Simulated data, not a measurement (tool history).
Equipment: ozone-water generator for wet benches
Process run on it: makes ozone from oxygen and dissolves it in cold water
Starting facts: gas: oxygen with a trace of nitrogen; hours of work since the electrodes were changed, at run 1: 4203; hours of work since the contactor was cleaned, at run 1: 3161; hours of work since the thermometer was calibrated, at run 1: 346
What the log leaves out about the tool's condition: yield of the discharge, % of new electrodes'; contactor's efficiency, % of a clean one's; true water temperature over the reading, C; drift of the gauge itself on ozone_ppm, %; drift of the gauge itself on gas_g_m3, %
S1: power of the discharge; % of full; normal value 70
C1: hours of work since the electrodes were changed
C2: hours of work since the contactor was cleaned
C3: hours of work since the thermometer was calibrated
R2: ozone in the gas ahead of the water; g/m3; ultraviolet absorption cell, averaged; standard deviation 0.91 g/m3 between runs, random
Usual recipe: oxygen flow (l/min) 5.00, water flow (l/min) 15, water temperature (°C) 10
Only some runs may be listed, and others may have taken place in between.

run 1 day=0.000 | S1=70 oxygen_flow_(l/min)=5.00 water_flow_(l/min)=15 water_temperature_(°C)=10 | C1=4203 C2=3161 C3=346 | dissolved_ozone_(ppm)=18.6 R2=151.2
run 2 day=4.017 | S1=70 oxygen_flow_(l/min)=5.00 water_flow_(l/min)=15 water_temperature_(°C)=10 | C1=4276 C2=3234 C3=420 | dissolved_ozone_(ppm)=18.5 R2=151.9
run 3 day=8.654 | S1=70 oxygen_flow_(l/min)=5.00 water_flow_(l/min)=15 water_temperature_(°C)=10 | C1=4361 C2=3319 C3=505 | dissolved_ozone_(ppm)=18.7 R2=150.3
run 4 day=12.629 | S1=46 oxygen_flow_(l/min)=5.00 water_flow_(l/min)=15 water_temperature_(°C)=10 | C1=4434 C2=3392 C3=577 | dissolved_ozone_(ppm)=12.8 R2=103.8
run 5 day=16.338 | S1=46 oxygen_flow_(l/min)=5.00 water_flow_(l/min)=15 water_temperature_(°C)=10 | C1=4502 C2=3460 C3=645 | dissolved_ozone_(ppm)=12.9 R2=104.2
run 6 day=20.438 | S1=46 oxygen_flow_(l/min)=5.00 water_flow_(l/min)=15 water_temperature_(°C)=10 | C1=4577 C2=3535 C3=721 | dissolved_ozone_(ppm)=12.8 R2=104.3
run 7 day=23.488 | S1=46 oxygen_flow_(l/min)=5.00 water_flow_(l/min)=15 water_temperature_(°C)=10 | C1=4633 C2=3591 C3=776 | dissolved_ozone_(ppm)=12.7 R2=102.8
run 8 day=28.358 | S1=46 oxygen_flow_(l/min)=5.00 water_flow_(l/min)=15 water_temperature_(°C)=10 | C1=4722 C2=3681 C3=866 | dissolved_ozone_(ppm)=13.0 R2=104.8
run 9 day=34.062 | S1=77 oxygen_flow_(l/min)=5.00 water_flow_(l/min)=15 water_temperature_(°C)=10 | C1=4827 C2=3785 C3=970 | dissolved_ozone_(ppm)=20.5 R2=164.9
run 10 day=36.971 | S1=70 oxygen_flow_(l/min)=5.00 water_flow_(l/min)=15 water_temperature_(°C)=10 | C1=4880 C2=3838 C3=1024 | dissolved_ozone_(ppm)=18.7 R2=150.7
run 11 day=40.596 | S1=70 oxygen_flow_(l/min)=6.25 water_flow_(l/min)=9 water_temperature_(°C)=10 | C1=4947 C2=3905 C3=1090 | dissolved_ozone_(ppm)=24.9 R2=133.4
run 12 day=44.950 | S1=70 oxygen_flow_(l/min)=5.94 water_flow_(l/min)=15 water_temperature_(°C)=6 | C1=5027 C2=3985 C3=1170 | dissolved_ozone_(ppm)=19.6 R2=136.3
run 13 day=48.050 | S1=73 oxygen_flow_(l/min)=5.00 water_flow_(l/min)=15 water_temperature_(°C)=14 | C1=5083 C2=4041 C3=1227 | dissolved_ozone_(ppm)=18.2 R2=156.4
run 14 day=50.583 | S1=73 oxygen_flow_(l/min)=5.00 water_flow_(l/min)=15 water_temperature_(°C)=14 | C1=5130 C2=4088 C3=1273 | dissolved_ozone_(ppm)=18.2 R2=157.6
run 15 day=55.250 | S1=73 oxygen_flow_(l/min)=3.44 water_flow_(l/min)=21 water_temperature_(°C)=13 | C1=5215 C2=4173 C3=1359 | dissolved_ozone_(ppm)=14.0 R2=193.5
run 16 day=60.829 | S1=73 oxygen_flow_(l/min)=3.44 water_flow_(l/min)=21 water_temperature_(°C)=13 | C1=5318 C2=4276 C3=1461 | dissolved_ozone_(ppm)=13.8 R2=194.0
run 17 day=66.738 | S1=73 oxygen_flow_(l/min)=3.44 water_flow_(l/min)=21 water_temperature_(°C)=13 | C1=5426 C2=4384 C3=1569 | dissolved_ozone_(ppm)=13.7 R2=193.8
run 18 day=70.617 | S1=88 oxygen_flow_(l/min)=3.54 water_flow_(l/min)=22 water_temperature_(°C)=17 | C1=5497 C2=4455 C3=1640 | dissolved_ozone_(ppm)=15.3 R2=223.9

What if the next run were any one of these 5? Each begins from the tool's condition after run 18:
run A day=74.158 | S1=70 oxygen_flow_(l/min)=5.00 water_flow_(l/min)=16 water_temperature_(°C)=10 | C1=5562 C2=4520 C3=1705 | dissolved_ozone_(ppm)=? R2=?
run B day=74.158 | S1=70 oxygen_flow_(l/min)=5.00 water_flow_(l/min)=15 water_temperature_(°C)=7 | C1=5562 C2=4520 C3=1705 | dissolved_ozone_(ppm)=? R2=?
run C day=74.158 | S1=88 oxygen_flow_(l/min)=3.54 water_flow_(l/min)=22 water_temperature_(°C)=17 | C1=5562 C2=4520 C3=1705 | dissolved_ozone_(ppm)=? R2=?
run D day=74.158 | S1=47 oxygen_flow_(l/min)=3.54 water_flow_(l/min)=22 water_temperature_(°C)=17 | C1=5562 C2=4520 C3=1705 | dissolved_ozone_(ppm)=? R2=?
run E day=74.158 | S1=49 oxygen_flow_(l/min)=5.00 water_flow_(l/min)=21 water_temperature_(°C)=6 | C1=5562 C2=4520 C3=1705 | dissolved_ozone_(ppm)=? R2=?

run=A dissolved_ozone_(ppm)=17.8 R2=150.5
run=B dissolved_ozone_(ppm)=19.6 R2=151.7
run=C dissolved_ozone_(ppm)=15.0 R2=225.3
run=D dissolved_ozone_(ppm)=8.7 R2=129.0
run=E dissolved_ozone_(ppm)=11.0 R2=109.7
Without the tool's hidden state the same runs would have given:
run=A dissolved_ozone_(ppm)=17.9 R2=150.8
run=B dissolved_ozone_(ppm)=19.7 R2=152.0
run=C dissolved_ozone_(ppm)=15.1 R2=225.9
run=D dissolved_ozone_(ppm)=8.7 R2=129.2
run=E dissolved_ozone_(ppm)=11.1 R2=109.9
